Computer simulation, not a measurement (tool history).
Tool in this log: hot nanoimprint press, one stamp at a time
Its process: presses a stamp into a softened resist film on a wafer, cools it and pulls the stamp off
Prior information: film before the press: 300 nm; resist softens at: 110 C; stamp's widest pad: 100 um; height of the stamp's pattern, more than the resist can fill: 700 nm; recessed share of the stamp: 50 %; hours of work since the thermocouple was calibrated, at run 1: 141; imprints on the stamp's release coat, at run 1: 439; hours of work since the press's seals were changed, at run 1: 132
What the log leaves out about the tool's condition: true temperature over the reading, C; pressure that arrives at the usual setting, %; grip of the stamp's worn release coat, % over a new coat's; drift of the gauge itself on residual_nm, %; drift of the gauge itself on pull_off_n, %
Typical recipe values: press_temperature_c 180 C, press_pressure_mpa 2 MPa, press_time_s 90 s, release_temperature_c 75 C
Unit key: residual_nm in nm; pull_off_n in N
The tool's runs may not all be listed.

run   hour  press_temperature_c  press_pressure_mpa  press_time_s  release_temperature_c  hours of work since the thermocouple was calibrated  imprints on the stamp's release coat  hours of work since the press's seals were changed  residual_nm  pull_off_n
  1      0                  180                   2            90                     75                                                  141                                   439                                                 132        168.9         195
  2    6.6                  180                   2            90                     75                                                  143                                   451                                                 135        171.1         193
  3   15.2                  180                   2            90                     75                                                  147                                   467                                                 138        168.2         195
  4     27                  180                   2            90                     75                                                  152                                   488                                                 143        169.2         202
  5   39.8                  180                   2            90                     75                                                  158                                   512                                                 149        169.3         198
  6     53                  180                   2            90                     75                                                  163                                   536                                                 155        168.2         195
  7   65.7                  176                   2            90                     75                                                  169                                   560                                                 160        197.5         201
  8   74.8                  176                   2            90                     75                                                  173                                   576                                                 164        196.7         204
      86.6  -- stamp cleaned and given a new release coat
  9   93.2                  180                   2            90                     67                                                  178                                    12                                                 169        169.6         180
 10   99.4                  180                   2            90                     72                                                  181                                    24                                                 172        168.8         167
 11  106.6                  180                   2            90                     72                                                  184                                    37                                                 175        170.8         190
 12  112.6                  180                   2            90                     72                                                  186                                    48                                                 178        169.1         170
 13  126.4                  187                   2            90                     72                                                  192                                    73                                                 184        127.9         178
 14  132.8                  187                   2            90                     72                                                  195                                    85                                                 186          130         181
 15  139.3                  176                   2            90                     65                                                  198                                    97                                                 189        195.4         180
 16  152.5                  189                2.13           137                     67                                                  204                                   121                                                 195         95.4         181
 17  158.8                  189                2.13           137                     67                                                  206                                   133                                                 198         94.8         186
 18  167.5                  180                   2            90                     61                                                  210                                   149                                                 201        170.4         195
 19  178.5                  185                 1.8            82                     79                                                  215                                   169                                                 206        151.6         175
 20  189.5                  190                2.74            88                     78                                                  219                                   190                                                 211         96.9         182
 21  200.1                  190                2.74            88                     78                                                  224                                   209                                                 215         98.8         179
 22  211.2                  190                1.51            50                     78                                                  229                                   230                                                 220        161.9         181
 23  220.8                  190                 2.3            86                     60                                                  233                                   247                                                 224          106         204
 24  229.2                  184                   2            46                     69                                                  237                                   263                                                 228        181.6         193
 25  236.4                  188                   2            92                     75                                                  240                                   276                                                 231          122         184
 26  248.7                  188                   2            92                     75                                                  245                                   299                                                 236        122.4         195
 27  255.6                  168                2.44            49                     66                                                  248                                   311                                                 239        262.1         194
 28  267.2                  168                1.36            49                     78                                                  253                                   333                                                 244        279.4         188

4 options for the next run, each taken on its own from the tool as it stands now. Forecast them:
  A   280                  181                 2.1            90                     61                                                  258                                   356                                                 250            ?           ?
  B   280                  168                1.36            78                     76                                                  258                                   356                                                 250            ?           ?
  C   280                  168                2.37            49                     78                                                  258                                   356                                                 250            ?           ?
  D   280                  181                2.16            90                     64                                                  258                                   356                                                 250            ?           ?

run  residual_nm  pull_off_n
  A        162.5         206
  B        270.3         189
  C        262.5         185
  D        159.8         200
Had the tool no hidden state, the same runs would have come out as:
run  residual_nm  pull_off_n
  A        156.7         184
  B        266.9         169
  C        258.5         166
  D        154.1         179

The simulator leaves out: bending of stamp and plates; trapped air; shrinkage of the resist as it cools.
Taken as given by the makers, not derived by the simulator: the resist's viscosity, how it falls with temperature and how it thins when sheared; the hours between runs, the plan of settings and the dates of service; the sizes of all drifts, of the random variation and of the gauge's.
